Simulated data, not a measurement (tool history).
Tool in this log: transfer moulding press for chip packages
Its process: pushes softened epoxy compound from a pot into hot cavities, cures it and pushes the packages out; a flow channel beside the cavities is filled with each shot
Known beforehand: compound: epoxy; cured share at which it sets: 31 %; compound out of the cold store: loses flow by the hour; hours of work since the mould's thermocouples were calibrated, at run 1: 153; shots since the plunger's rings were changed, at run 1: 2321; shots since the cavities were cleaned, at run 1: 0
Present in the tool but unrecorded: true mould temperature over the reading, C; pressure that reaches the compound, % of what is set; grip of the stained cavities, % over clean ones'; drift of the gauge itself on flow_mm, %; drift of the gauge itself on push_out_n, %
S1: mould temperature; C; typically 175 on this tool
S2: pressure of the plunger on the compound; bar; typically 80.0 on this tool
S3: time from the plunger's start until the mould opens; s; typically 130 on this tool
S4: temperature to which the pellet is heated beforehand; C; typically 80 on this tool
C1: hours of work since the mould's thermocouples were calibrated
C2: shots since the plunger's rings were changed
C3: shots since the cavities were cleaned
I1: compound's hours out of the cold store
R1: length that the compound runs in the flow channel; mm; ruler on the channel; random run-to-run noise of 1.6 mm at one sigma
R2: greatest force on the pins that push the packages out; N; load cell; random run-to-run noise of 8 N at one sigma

| run | hour | S1 | S2 | S3 | S4 | C1 | C2 | C3 | I1 | R1 | R2 |
|---|---|---|---|---|---|---|---|---|---|---|---|
| 1 | 0.0 | 175 | 80.0 | 130 | 80 | 153 | 2321 | 0 | 11.0 | 951 | 349 |
| 2 | 12.5 | 175 | 80.0 | 130 | 80 | 163 | 2472 | 151 | 26.6 | 899 | 409 |
| 3 | 22.6 | 175 | 80.0 | 130 | 80 | 171 | 2592 | 271 | 12.3 | 948 | 454 |
| 4 | 30.8 | 175 | 80.0 | 130 | 80 | 178 | 2690 | 369 | 38.8 | 862 | 467 |
| 5 | 44.6 | 175 | 80.0 | 130 | 80 | 189 | 2856 | 535 | 25.5 | 905 | 530 |
| 6 | 55.2 | 175 | 80.0 | 130 | 80 | 197 | 2983 | 662 | 33.6 | 875 | 567 |
| 7 | 70.8 | 175 | 62.4 | 130 | 80 | 210 | 3170 | 849 | 30.1 | 782 | 590 |
| 8 | 83.2 | 177 | 80.0 | 130 | 80 | 219 | 3319 | 998 | 27.1 | 881 | 559 |
|  | 89.0 | cavities cleaned with cleaning compound and waxed |
| 9 | 100.3 | 171 | 80.0 | 130 | 80 | 232 | 3506 | 136 | 21.6 | 935 | 482 |
| 10 | 114.7 | 171 | 80.0 | 114 | 80 | 243 | 3678 | 308 | 31.0 | 902 | 757 |
| 11 | 122.6 | 171 | 80.0 | 114 | 80 | 249 | 3773 | 403 | 36.5 | 885 | 762 |
| 12 | 134.1 | 177 | 80.0 | 130 | 80 | 259 | 3910 | 540 | 15.5 | 915 | 480 |
|  | 146.5 | plunger's sealing rings changed |
| 13 | 149.7 | 175 | 80.0 | 130 | 80 | 269 | 39 | 698 | 38.0 | 872 | 549 |
| 14 | 164.2 | 175 | 80.0 | 130 | 80 | 280 | 212 | 871 | 34.3 | 885 | 579 |
| 15 | 175.0 | 175 | 80.0 | 130 | 80 | 289 | 341 | 1000 | 18.0 | 936 | 603 |
|  | 180.1 | cavities cleaned with cleaning compound and waxed |
| 16 | 187.5 | 181 | 74.7 | 145 | 87 | 298 | 473 | 88 | 38.1 | 814 | 328 |
| 17 | 200.0 | 177 | 62.2 | 147 | 88 | 308 | 623 | 238 | 13.0 | 828 | 381 |
| 18 | 209.1 | 178 | 80.0 | 130 | 80 | 315 | 732 | 347 | 24.9 | 895 | 427 |
| 19 | 219.5 | 178 | 80.0 | 130 | 80 | 323 | 857 | 472 | 24.2 | 892 | 459 |
| 20 | 232.4 | 178 | 80.0 | 130 | 80 | 333 | 1011 | 626 | 27.8 | 885 | 510 |
| 21 | 245.7 | 178 | 80.0 | 126 | 80 | 344 | 1171 | 786 | 42.6 | 839 | 517 |
| 22 | 254.5 | 178 | 80.0 | 126 | 80 | 351 | 1276 | 891 | 43.5 | 835 | 554 |
| 23 | 266.0 | 178 | 60.9 | 126 | 72 | 360 | 1414 | 1029 | 11.9 | 817 | 558 |
|  | 268.3 | cavities cleaned with cleaning compound and waxed |
| 24 | 281.9 | 175 | 91.4 | 130 | 80 | 371 | 1588 | 165 | 39.3 | 921 | 411 |
| 25 | 295.3 | 171 | 75.9 | 130 | 80 | 382 | 1747 | 324 | 19.4 | 921 | 591 |
| 26 | 304.3 | 173 | 70.9 | 130 | 77 | 389 | 1856 | 433 | 23.3 | 866 | 545 |
| 27 | 319.9 | 173 | 70.9 | 130 | 77 | 401 | 2043 | 620 | 37.1 | 824 | 549 |
| 28 | 332.4 | 182 | 62.9 | 130 | 78 | 411 | 2192 | 769 | 47.0 | 713 | 489 |

Each row is a separate what-if for the run after 28, all from the same tool condition, not one after another. Results?
| A | 339.6 | 175 | 80.0 | 130 | 80 | 417 | 2278 | 855 | 22.7 | ? | ? |
| B | 339.6 | 175 | 80.0 | 130 | 88 | 417 | 2278 | 855 | 11.6 | ? | ? |
| C | 339.6 | 173 | 73.6 | 115 | 80 | 417 | 2278 | 855 | 15.9 | ? | ? |
| D | 339.6 | 182 | 62.9 | 130 | 74 | 417 | 2278 | 855 | 35.2 | ? | ? |

| run | R1 | R2 |
|---|---|---|
| A | 906 | 605 |
| B | 945 | 610 |
| C | 904 | 833 |
| D | 742 | 517 |
Without the tool's unlogged condition, the same runs would have read:
| run | R1 | R2 |
|---|---|---|
| A | 930 | 364 |
| B | 970 | 368 |
| C | 928 | 520 |
| D | 761 | 300 |

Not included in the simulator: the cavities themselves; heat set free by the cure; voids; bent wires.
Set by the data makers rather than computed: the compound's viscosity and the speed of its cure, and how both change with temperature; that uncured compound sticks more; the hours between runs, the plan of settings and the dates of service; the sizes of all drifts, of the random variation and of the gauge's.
